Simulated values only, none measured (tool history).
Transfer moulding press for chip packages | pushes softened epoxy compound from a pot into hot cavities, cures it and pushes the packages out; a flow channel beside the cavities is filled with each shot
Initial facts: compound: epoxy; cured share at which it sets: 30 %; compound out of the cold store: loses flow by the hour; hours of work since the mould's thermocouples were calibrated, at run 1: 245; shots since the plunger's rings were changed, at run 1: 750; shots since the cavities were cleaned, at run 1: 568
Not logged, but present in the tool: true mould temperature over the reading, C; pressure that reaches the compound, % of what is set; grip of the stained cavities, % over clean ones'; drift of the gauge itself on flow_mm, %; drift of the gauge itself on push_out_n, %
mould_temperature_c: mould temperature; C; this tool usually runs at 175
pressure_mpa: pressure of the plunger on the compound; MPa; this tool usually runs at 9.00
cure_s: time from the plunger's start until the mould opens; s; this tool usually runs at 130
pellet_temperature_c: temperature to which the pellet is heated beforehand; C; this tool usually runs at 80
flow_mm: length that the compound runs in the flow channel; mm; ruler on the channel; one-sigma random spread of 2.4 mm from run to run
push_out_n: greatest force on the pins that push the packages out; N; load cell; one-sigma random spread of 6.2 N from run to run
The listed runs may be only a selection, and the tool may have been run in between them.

run,hour,mould_temperature_c,pressure_mpa,cure_s,pellet_temperature_c,hours of work since the mould's thermocouples were calibrated,shots since the plunger's rings were changed,shots since the cavities were cleaned,incoming compound's hours out of the cold store,flow_mm,push_out_n
1,0.0,175,9.00,130,80,245,750,568,33.3,880,495
# hour 19.5: cavities cleaned with cleaning compound and waxed
2,27.6,175,9.00,151,80,265,1024,85,31.3,885,289
3,68.4,175,9.00,151,80,297,1453,514,19.9,921,454
# hour 91.2: cavities cleaned with cleaning compound and waxed
4,101.1,175,9.00,130,80,321,1781,104,28.9,890,330
5,139.0,175,9.00,130,80,350,2180,503,30.1,879,483
# hour 162.2: cavities cleaned with cleaning compound and waxed
6,180.3,175,9.00,130,84,381,2598,190,27.5,881,379
7,198.5,175,9.00,130,84,395,2789,381,47.1,829,453
8,220.7,175,9.00,130,84,412,3023,615,14.4,920,527
# hour 234.4: cavities cleaned with cleaning compound and waxed
9,244.7,175,9.00,130,84,430,3260,109,32.0,865,334
10,277.3,175,9.00,130,81,455,3602,451,24.2,887,460
11,298.2,175,9.00,130,80,471,3822,671,34.9,851,512
# hour 305.2: cavities cleaned with cleaning compound and waxed
# hour 330.6: mould's thermocouples calibrated
12,336.0,175,9.00,130,80,4,4183,303,45.1,817,425
13,362.1,167,9.47,169,79,24,4457,577,34.1,887,500
# hour 374.5: plunger's sealing rings changed
# hour 382.2: cavities cleaned with cleaning compound and waxed
14,398.1,174,7.05,158,80,49,232,167,16.2,830,348
15,420.4,171,9.00,162,80,66,466,401,24.2,921,434
16,437.7,169,8.02,123,73,80,648,583,23.6,874,717
# hour 453.3: cavities cleaned with cleaning compound and waxed
17,473.6,171,8.45,167,78,107,1011,214,31.6,862,372
18,511.2,175,6.97,130,78,136,1406,609,25.1,797,494
# hour 524.8: cavities cleaned with cleaning compound and waxed
19,538.8,175,8.68,130,80,156,1681,148,20.4,897,348
20,557.2,175,9.00,130,89,170,1874,341,24.9,903,439
21,588.0,175,9.00,130,89,194,2198,665,9.0,942,514
# hour 595.4: cavities cleaned with cleaning compound and waxed
22,613.1,175,9.00,130,89,213,2446,186,42.5,843,365
23,635.1,175,9.00,130,79,230,2677,417,12.0,930,483

Predict each of these 4 candidate next runs independently; none follows another, all start after run 23:
A,661.1,175,9.00,130,75,250,2951,691,40.8,?,?
B,661.1,175,8.01,130,79,250,2951,691,22.0,?,?
C,661.1,175,9.00,130,77,250,2951,691,13.9,?,?
D,661.1,175,9.70,130,85,250,2951,691,34.1,?,?

run,flow_mm,push_out_n
A,845,510
B,846,517
C,925,531
D,896,502
The same runs, with their run-to-run variation unchanged, on a tool lacking any hidden condition would have given:
run,flow_mm,push_out_n
A,868,237
B,869,237
C,950,249
D,920,230

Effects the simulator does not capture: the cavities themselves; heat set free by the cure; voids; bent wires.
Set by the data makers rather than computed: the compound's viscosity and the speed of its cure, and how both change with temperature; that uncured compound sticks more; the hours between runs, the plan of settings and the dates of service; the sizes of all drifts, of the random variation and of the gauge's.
